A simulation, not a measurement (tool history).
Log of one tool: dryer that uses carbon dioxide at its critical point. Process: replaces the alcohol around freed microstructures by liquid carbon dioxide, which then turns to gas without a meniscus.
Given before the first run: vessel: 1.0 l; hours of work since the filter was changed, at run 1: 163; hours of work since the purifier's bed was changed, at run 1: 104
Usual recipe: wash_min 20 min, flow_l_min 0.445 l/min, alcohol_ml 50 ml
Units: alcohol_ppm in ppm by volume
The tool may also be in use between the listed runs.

run,day,wash_min,flow_l_min,alcohol_ml,hours of work since the filter was changed,hours of work since the purifier's bed was changed,alcohol_ppm
1,0,20,0.445,50,163,104,71
2,0.721,20,0.445,21,175,116,47
3,1.625,20,0.445,50,191,132,62
4,2.796,20,0.445,50,211,153,82
5,3.867,24,0.445,50,230,171,42
6,4.521,24,0.445,50,241,183,52
7,5.604,31,0.445,50,260,202,46
8,6.792,20,0.395,50,281,222,169
9,7.65,20,0.395,50,296,237,151
10,8.642,20,0.395,50,313,254,168
11,9.188,20,0.445,50,322,264,103
12,10.258,20,0.445,22,341,283,74
13,11.025,20,0.445,22,354,296,86
14,11.858,20,0.36,41,369,310,244
15,12.554,24,0.581,57,381,322,55
16,13.638,13,0.588,44,400,341,237
17,14.512,13,0.588,44,415,357,251
# day 14.65: inlet filter changed
18,15.65,14,0.624,38,17,376,104
19,16.825,30,0.445,25,38,396,76
20,17.75,23,0.358,25,54,412,98
21,18.462,30,0.378,72,66,425,82

4 ways to go on from here, each from the tool as it stands after run 21. What would each give?
A,19.512,12,0.378,21,85,443,?
B,19.512,28,0.724,58,85,443,?
C,19.512,20,0.287,50,85,443,?
D,19.512,21,0.352,118,85,443,?

run,alcohol_ppm
A,592
B,84
C,492
D,355
Without the tool's hidden state the same runs would have given:
run,alcohol_ppm
A,463
B,9
C,364
D,236
